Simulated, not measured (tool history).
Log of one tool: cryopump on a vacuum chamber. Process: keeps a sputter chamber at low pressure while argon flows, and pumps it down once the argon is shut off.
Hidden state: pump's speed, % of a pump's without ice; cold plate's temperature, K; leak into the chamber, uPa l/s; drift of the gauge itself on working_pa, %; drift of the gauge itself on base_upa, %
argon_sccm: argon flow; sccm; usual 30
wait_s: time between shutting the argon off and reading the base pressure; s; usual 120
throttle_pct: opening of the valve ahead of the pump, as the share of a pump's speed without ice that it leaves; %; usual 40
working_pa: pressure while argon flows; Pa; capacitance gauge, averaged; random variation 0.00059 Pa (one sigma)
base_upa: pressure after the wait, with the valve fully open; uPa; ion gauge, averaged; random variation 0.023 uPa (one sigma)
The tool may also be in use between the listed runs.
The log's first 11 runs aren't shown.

| run | day | argon_sccm | wait_s | throttle_pct | hours of work since the pump was warmed up and emptied | hours of work since the cold head was overhauled | hours of work since the chamber's fittings were tightened | working_pa | base_upa |
|---|---|---|---|---|---|---|---|---|---|
| 12 | 7.233 | 30 | 120 | 18 | 303 | 303 | 864 | 0.3091 | 2.04 |
| 13 | 7.667 | 30 | 120 | 18 | 307 | 307 | 869 | 0.3109 | 2 |
| 14 | 8.358 | 30 | 120 | 18 | 314 | 314 | 876 | 0.3097 | 2.03 |
| 15 | 9.304 | 30 | 120 | 18 | 324 | 324 | 886 | 0.3093 | 2.08 |
| 16 | 9.967 | 30 | 119 | 40 | 331 | 331 | 893 | 0.1407 | 2.08 |
| 17 | 10.4 | 30 | 119 | 40 | 336 | 336 | 897 | 0.1388 | 2.16 |
| 18 | 10.883 | 30 | 119 | 40 | 341 | 341 | 902 | 0.1406 | 2.1 |
| 19 | 11.717 | 27 | 296 | 40 | 350 | 350 | 911 | 0.1272 | 1.91 |
| 20 | 12.396 | 27 | 296 | 40 | 357 | 357 | 918 | 0.1265 | 1.84 |
| 21 | 12.8 | 27 | 296 | 40 | 361 | 361 | 922 | 0.1273 | 1.83 |
| 22 | 13.738 | 27 | 296 | 40 | 371 | 371 | 932 | 0.127 | 1.85 |
| 23 | 14.167 | 27 | 296 | 40 | 375 | 375 | 937 | 0.1267 | 1.9 |
| 24 | 14.712 | 36 | 34 | 25 | 381 | 381 | 942 | 0.2695 | 3.37 |
| 25 | 15.388 | 36 | 34 | 25 | 388 | 388 | 950 | 0.2671 | 3.33 |
| 26 | 16.117 | 36 | 34 | 25 | 396 | 396 | 957 | 0.2672 | 3.36 |
| 27 | 16.883 | 60 | 34 | 52 | 404 | 404 | 965 | 0.2184 | 3.38 |
| 28 | 17.829 | 15 | 120 | 39 | 414 | 414 | 975 | 0.0719 | 2.3 |
| 29 | 18.492 | 25 | 136 | 20 | 421 | 421 | 982 | 0.2329 | 2.16 |
| 30 | 19.321 | 25 | 136 | 20 | 429 | 429 | 991 | 0.233 | 2.26 |
| 31 | 19.7 | 25 | 136 | 20 | 433 | 433 | 995 | 0.2332 | 2.24 |
| 32 | 20.088 | 56 | 144 | 20 | 437 | 437 | 999 | 0.5204 | 2.17 |
| 33 | 20.604 | 56 | 144 | 20 | 443 | 443 | 1004 | 0.5178 | 2.27 |
| 34 | 21.008 | 56 | 144 | 20 | 447 | 447 | 1009 | 0.52 | 2.15 |
| 35 | 21.479 | 18 | 28 | 20 | 452 | 452 | 1014 | 0.1683 | 3.83 |

Forecast each of these 3 alternatives for the next run:
| A | 22.383 | 15 | 111 | 24 | 462 | 462 | 1023 | ? | ? |
| B | 22.383 | 15 | 120 | 40 | 462 | 462 | 1023 | ? | ? |
| C | 22.383 | 40 | 33 | 40 | 462 | 462 | 1023 | ? | ? |

| run | working_pa | base_upa |
|---|---|---|
| A | 0.1157 | 2.35 |
| B | 0.0708 | 2.34 |
| C | 0.1898 | 3.52 |
Without the tool's hidden state the same runs would have given:
| run | working_pa | base_upa |
|---|---|---|
| A | 0.1137 | 0.85 |
| B | 0.0688 | 0.83 |
| C | 0.1844 | 2 |
